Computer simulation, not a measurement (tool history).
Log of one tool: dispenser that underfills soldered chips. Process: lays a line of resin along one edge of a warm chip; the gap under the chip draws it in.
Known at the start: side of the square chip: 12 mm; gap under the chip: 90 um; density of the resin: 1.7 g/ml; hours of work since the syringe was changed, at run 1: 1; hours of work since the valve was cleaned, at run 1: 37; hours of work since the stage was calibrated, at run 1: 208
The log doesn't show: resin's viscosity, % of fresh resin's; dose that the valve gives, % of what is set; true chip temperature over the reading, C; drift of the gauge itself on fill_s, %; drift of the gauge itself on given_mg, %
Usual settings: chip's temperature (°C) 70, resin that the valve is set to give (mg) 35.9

run,hour,chip's temperature (°C),resin that the valve is set to give (mg),hours of work since the syringe was changed,hours of work since the valve was cleaned,hours of work since the stage was calibrated,time until the resin shows at the far edge (s),resin that the valve gave (mg)
1,0.0,70,35.9,1,37,208,50.6,35.45
# hour 8.1: new syringe of resin
2,11.5,70,34.0,2,45,215,54.0,33.61
# hour 16.8: new syringe of resin
3,22.0,70,34.0,3,51,222,56.7,33.37
# hour 26.3: new syringe of resin
4,32.2,70,38.4,4,58,229,57.2,37.53
# hour 35.8: new syringe of resin
5,40.7,74,35.9,3,63,234,47.1,35.28
# hour 44.3: new syringe of resin
6,50.0,74,35.9,4,69,240,50.4,35.10
# hour 53.7: new syringe of resin
7,60.8,74,35.9,5,76,247,51.4,35.04
# hour 62.6: new syringe of resin
8,66.3,74,35.9,2,79,250,47.0,34.96
# hour 71.3: new syringe of resin
9,75.7,74,35.9,3,85,256,47.8,34.75
# hour 80.1: new syringe of resin
10,83.3,70,35.9,2,90,261,55.2,34.82
# hour 88.7: new syringe of resin
11,92.9,70,35.9,3,96,267,54.3,34.77
# hour 97.8: new syringe of resin
12,102.0,70,46.2,3,102,273,55.5,44.59
# hour 106.8: new syringe of resin
13,113.7,70,46.2,5,110,281,59.3,44.47
# hour 115.8: new syringe of resin
# hour 120.6: dispensing valve cleaned and set on the balance
14,124.3,70,35.9,5,2,287,61.6,35.77
# hour 126.0: new syringe of resin
# hour 135.3: new syringe of resin
15,135.6,56,35.9,0,9,294,86.2,35.84
# hour 144.2: new syringe of resin
16,145.9,56,35.9,1,16,300,91.9,35.69
# hour 152.9: new syringe of resin
17,157.8,70,35.9,3,24,308,56.7,35.65
# hour 162.4: new syringe of resin
18,167.7,70,35.9,3,30,314,57.8,35.49
# hour 171.2: new syringe of resin
19,179.3,56,43.3,5,37,322,107.6,42.56
# hour 180.3: new syringe of resin
20,184.7,71,31.1,3,41,325,57.2,30.57
# hour 188.8: new syringe of resin
21,194.6,62,35.9,4,47,331,80.0,35.26
# hour 197.4: new syringe of resin
22,203.7,70,33.3,4,53,337,63.0,32.76
# hour 206.8: new syringe of resin
23,214.1,57,33.0,5,59,344,105.5,32.43
# hour 215.9: new syringe of resin
24,222.1,57,33.0,4,65,349,100.3,32.28
# hour 224.9: new syringe of resin
25,228.8,56,35.9,3,69,353,98.0,35.06
# hour 233.5: new syringe of resin
26,234.4,70,41.2,1,72,356,52.5,40.21
27,240.0,70,41.3,4,76,360,60.4,40.32
# hour 242.2: new syringe of resin
# hour 250.9: new syringe of resin
28,251.5,70,41.3,0,83,367,51.7,40.22
29,257.0,70,35.5,4,87,371,61.0,34.46
# hour 260.0: new syringe of resin
30,264.2,70,35.5,3,91,375,57.0,34.34
# hour 268.6: new syringe of resin
31,274.2,57,35.5,4,98,382,97.4,34.17
# hour 277.9: new syringe of resin
32,280.9,57,41.0,2,102,386,91.2,39.35
# hour 287.1: new syringe of resin
33,287.8,57,41.0,0,106,390,87.1,39.44

Forecast each of these 5 alternatives for the next run:
A,293.2,72,43.6,4,110,394,?,?
B,293.2,61,31.4,4,110,394,?,?
C,293.2,57,39.2,4,110,394,?,?
D,293.2,57,43.4,4,110,394,?,?
E,293.2,61,31.0,4,110,394,?,?

run,time until the resin shows at the far edge (s),resin that the valve gave (mg)
A,55.0,41.87
B,88.7,30.08
C,100.3,37.58
D,97.7,41.82
E,86.8,29.96
Without the tool's hidden state the same runs would have given:
run,time until the resin shows at the far edge (s),resin that the valve gave (mg)
A,42.2,43.54
B,67.3,31.28
C,76.3,39.07
D,74.4,43.48
E,65.8,31.15
